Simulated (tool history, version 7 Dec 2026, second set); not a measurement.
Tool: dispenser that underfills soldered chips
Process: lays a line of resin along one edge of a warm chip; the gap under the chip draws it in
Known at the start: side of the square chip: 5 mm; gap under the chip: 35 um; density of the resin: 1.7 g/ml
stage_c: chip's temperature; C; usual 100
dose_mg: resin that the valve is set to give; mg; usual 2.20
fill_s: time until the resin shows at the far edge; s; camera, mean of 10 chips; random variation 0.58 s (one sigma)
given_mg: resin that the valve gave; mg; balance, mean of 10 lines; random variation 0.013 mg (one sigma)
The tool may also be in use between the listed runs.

| run | hour | stage_c | dose_mg | fill_s | given_mg |
|---|---|---|---|---|---|
| 1 | 0.0 | 100 | 2.20 | 48.2 | 2.21 |
| 2 | 4.9 | 101 | 2.20 | 54.1 | 2.16 |
|  | 12.5 | new syringe of resin |
| 3 | 14.2 | 101 | 2.20 | 48.4 | 2.17 |
| 4 | 24.3 | 100 | 2.20 | 66.2 | 2.14 |
|  | 25.3 | new syringe of resin |
| 5 | 30.9 | 100 | 2.20 | 53.9 | 2.16 |
|  | 37.8 | new syringe of resin |
| 6 | 38.0 | 100 | 2.20 | 49.7 | 2.17 |
| 7 | 44.3 | 114 | 2.20 | 36.9 | 2.14 |
|  | 50.8 | new syringe of resin |
| 8 | 50.8 | 100 | 2.20 | 47.1 | 2.14 |
|  | 59.6 | dispensing valve cleaned and set on the balance |
| 9 | 59.8 | 100 | 2.20 | 58.2 | 2.22 |
|  | 64.6 | new syringe of resin |
| 10 | 70.0 | 100 | 2.20 | 54.6 | 2.19 |
|  | 77.3 | new syringe of resin |
| 11 | 78.0 | 100 | 2.20 | 47.6 | 2.19 |
| 12 | 86.5 | 100 | 2.20 | 60.8 | 2.19 |
|  | 89.7 | new syringe of resin |
| 13 | 96.1 | 94 | 2.20 | 69.7 | 2.15 |
| 14 | 101.5 | 99 | 2.20 | 68.5 | 2.16 |
|  | 102.4 | new syringe of resin |
| 15 | 110.9 | 101 | 2.20 | 57.3 | 2.12 |
|  | 115.5 | new syringe of resin |
| 16 | 120.8 | 101 | 2.20 | 51.6 | 2.11 |
|  | 125.4 | dispensing valve cleaned and set on the balance |
| 17 | 128.0 | 101 | 2.20 | 61.4 | 2.19 |
|  | 129.4 | new syringe of resin |
| 18 | 133.0 | 101 | 2.20 | 50.1 | 2.16 |
| 19 | 139.8 | 102 | 2.70 | 57.4 | 2.67 |
|  | 141.9 | new syringe of resin |
| 20 | 146.7 | 96 | 2.77 | 59.5 | 2.75 |
| 21 | 153.5 | 96 | 2.77 | 71.1 | 2.73 |
|  | 154.4 | new syringe of resin |
| 22 | 162.4 | 104 | 2.28 | 48.8 | 2.25 |
|  | 166.7 | new syringe of resin |
| 23 | 171.8 | 102 | 2.20 | 51.0 | 2.14 |
| 24 | 177.4 | 114 | 1.94 | 41.5 | 1.87 |
|  | 179.3 | new syringe of resin |
| 25 | 187.8 | 95 | 2.67 | 68.6 | 2.56 |
|  | 190.9 | dispensing valve cleaned and set on the balance |
|  | 192.9 | new syringe of resin |
| 26 | 193.4 | 107 | 2.56 | 35.9 | 2.58 |
| 27 | 198.5 | 107 | 2.34 | 42.1 | 2.32 |
|  | 205.2 | new syringe of resin |
| 28 | 207.2 | 107 | 2.34 | 38.8 | 2.32 |
| 29 | 212.3 | 105 | 2.18 | 48.0 | 2.15 |
|  | 217.5 | new syringe of resin |
| 30 | 222.1 | 111 | 2.80 | 36.5 | 2.74 |
| 31 | 228.8 | 111 | 2.80 | 44.2 | 2.75 |
|  | 230.2 | new syringe of resin |
| 32 | 236.5 | 111 | 2.78 | 37.3 | 2.70 |
|  | 242.9 | new syringe of resin |
| 33 | 245.5 | 102 | 2.10 | 46.6 | 2.05 |
| 34 | 250.0 | 95 | 2.09 | 66.9 | 2.02 |
| 35 | 254.4 | 112 | 2.07 | 42.9 | 2.00 |

3 ways to go on from here, each from the tool as it stands after run 35. What would each give?
|  | 255.5 | new syringe of resin |
|  | 256.5 | dispensing valve cleaned and set on the balance |
| A | 260.3 | 90 | 2.59 | ? | ? |
|  | 255.5 | new syringe of resin |
|  | 256.5 | dispensing valve cleaned and set on the balance |
| B | 260.3 | 96 | 1.96 | ? | ? |
|  | 255.5 | new syringe of resin |
|  | 256.5 | dispensing valve cleaned and set on the balance |
| C | 260.3 | 110 | 2.74 | ? | ? |

| run | fill_s | given_mg |
|---|---|---|
| A | 69.6 | 2.63 |
| B | 59.8 | 1.97 |
| C | 35.6 | 2.74 |
Without the tool's hidden state the same runs would have given:
| run | fill_s | given_mg |
|---|---|---|
| A | 68.5 | 2.62 |
| B | 58.7 | 1.97 |
| C | 34.8 | 2.74 |
